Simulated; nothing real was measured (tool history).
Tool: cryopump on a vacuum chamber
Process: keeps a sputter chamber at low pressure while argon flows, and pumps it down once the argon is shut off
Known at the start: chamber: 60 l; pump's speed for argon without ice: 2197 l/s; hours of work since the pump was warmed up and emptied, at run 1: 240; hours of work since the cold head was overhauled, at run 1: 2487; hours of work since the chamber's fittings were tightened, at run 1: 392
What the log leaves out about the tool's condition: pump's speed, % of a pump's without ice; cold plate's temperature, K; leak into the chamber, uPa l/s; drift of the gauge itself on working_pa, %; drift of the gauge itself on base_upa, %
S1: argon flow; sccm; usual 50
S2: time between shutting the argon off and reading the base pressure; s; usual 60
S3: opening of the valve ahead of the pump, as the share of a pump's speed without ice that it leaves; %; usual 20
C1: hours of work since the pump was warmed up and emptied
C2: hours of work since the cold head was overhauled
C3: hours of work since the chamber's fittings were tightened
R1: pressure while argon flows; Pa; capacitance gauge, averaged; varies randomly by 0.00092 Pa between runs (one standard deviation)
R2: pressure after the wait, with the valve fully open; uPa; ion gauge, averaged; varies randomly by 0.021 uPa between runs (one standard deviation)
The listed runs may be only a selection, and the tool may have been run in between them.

run 1 day=0.000 | S1=50 S2=60 S3=20 | C1=240 C2=2487 C3=392 | R1=0.1964 R2=1.34
run 2 day=5.129 | S1=68 S2=60 S3=20 | C1=319 C2=2566 C3=471 | R1=0.2675 R2=1.57
run 3 day=9.925 | S1=68 S2=60 S3=20 | C1=393 C2=2640 C3=545 | R1=0.2676 R2=1.66
run 4 day=12.404 | S1=68 S2=60 S3=24 | C1=431 C2=2678 C3=583 | R1=0.2255 R2=1.79
run 5 day=16.775 | S1=50 S2=141 S3=20 | C1=498 C2=2745 C3=650 | R1=0.2005 R2=1.79
run 6 day=19.617 | S1=50 S2=141 S3=20 | C1=542 C2=2789 C3=694 | R1=0.1997 R2=1.92
run 7 day=22.688 | S1=50 S2=141 S3=20 | C1=589 C2=2836 C3=741 | R1=0.2022 R2=2.03
run 8 day=28.088 | S1=50 S2=141 S3=20 | C1=673 C2=2919 C3=824 | R1=0.2019 R2=2.20
-- day=29.171 pump warmed up, emptied and cooled again
run 9 day=33.179 | S1=27 S2=108 S3=55 | C1=62 C2=2994 C3=899 | R1=0.0388 R2=2.12
run 10 day=36.379 | S1=89 S2=74 S3=39 | C1=111 C2=3044 C3=949 | R1=0.1813 R2=2.28
run 11 day=39.492 | S1=89 S2=74 S3=39 | C1=159 C2=3092 C3=996 | R1=0.1803 R2=2.47
run 12 day=42.896 | S1=50 S2=46 S3=29 | C1=211 C2=3144 C3=1049 | R1=0.1382 R2=2.69

What differs in the tool's unlogged condition from the final listed run ahead of each entry between runs to the first listed run following it?
Run 8 -> run 9: pump warmed up, emptied and cooled again (day 29.171)
  pump's speed, % of a pump's without ice: 81.4 -> 98; cold plate's temperature, K: 13.63 -> 13.67; leak into the chamber, uPa l/s: 3710 -> 3993
  what was measured, less what the result would be without the hidden state, R1: +0.0103 -> +0.0011 Pa; R2: +1.96 -> +1.79 uPa

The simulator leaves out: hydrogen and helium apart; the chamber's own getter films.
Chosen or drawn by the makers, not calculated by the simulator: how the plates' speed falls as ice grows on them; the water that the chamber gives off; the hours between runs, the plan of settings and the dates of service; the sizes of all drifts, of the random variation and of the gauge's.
